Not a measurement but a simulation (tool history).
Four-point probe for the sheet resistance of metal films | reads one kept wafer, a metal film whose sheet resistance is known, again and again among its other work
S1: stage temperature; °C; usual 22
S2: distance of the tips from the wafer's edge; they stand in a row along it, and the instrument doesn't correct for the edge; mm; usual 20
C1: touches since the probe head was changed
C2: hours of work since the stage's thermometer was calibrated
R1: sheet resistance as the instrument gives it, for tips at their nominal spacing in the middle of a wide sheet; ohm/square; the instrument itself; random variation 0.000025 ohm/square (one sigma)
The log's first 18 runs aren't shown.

run,hour,S1,S2,C1,C2,R1
19,521.4,22,20,82860,132,0.12636
20,555.4,22,20,84249,155,0.126416
21,587.2,24,6,85551,176,0.129341
22,622,34,48,86973,199,0.127862
23,656,34,48,88360,222,0.127874
24,686.3,31,32,89599,242,0.127509
25,705.9,31,32,90403,255,0.127541
26,727.3,32,16,91276,270,0.127997
27,759,32,16,92572,291,0.128008
28,776.6,32,16,93293,302,0.128037
29,810.5,29,19,94679,325,0.127425
30,832.8,19,4,95592,340,0.132195
31,849.9,19,4,96291,351,0.132161
32,875.9,19,4,97355,369,0.132171
33,913,34,9,98869,393,0.129228
34,935.5,31,49,99789,408,0.12754
35,954,24,6,100546,421,0.129425
36,987.1,34,22,101901,443,0.128113
37,1016.6,23,73,103107,462,0.12638
38,1049.5,19,16,104449,484,0.126186
39,1077.4,19,16,105590,503,0.12623

Forecast each of these 5 alternatives for the next run:
A,1107.9,33,6,106838,523,?
B,1107.9,33,8,106838,523,?
C,1107.9,30,20,106838,523,?
D,1107.9,29,4,106838,523,?
E,1107.9,22,20,106838,523,?

run,R1
A,0.130787
B,0.129425
C,0.127619
D,0.133771
E,0.126486
Without the tool's hidden state the same runs would have given:
run,R1
A,0.130112
B,0.128757
C,0.12696
D,0.133082
E,0.125832
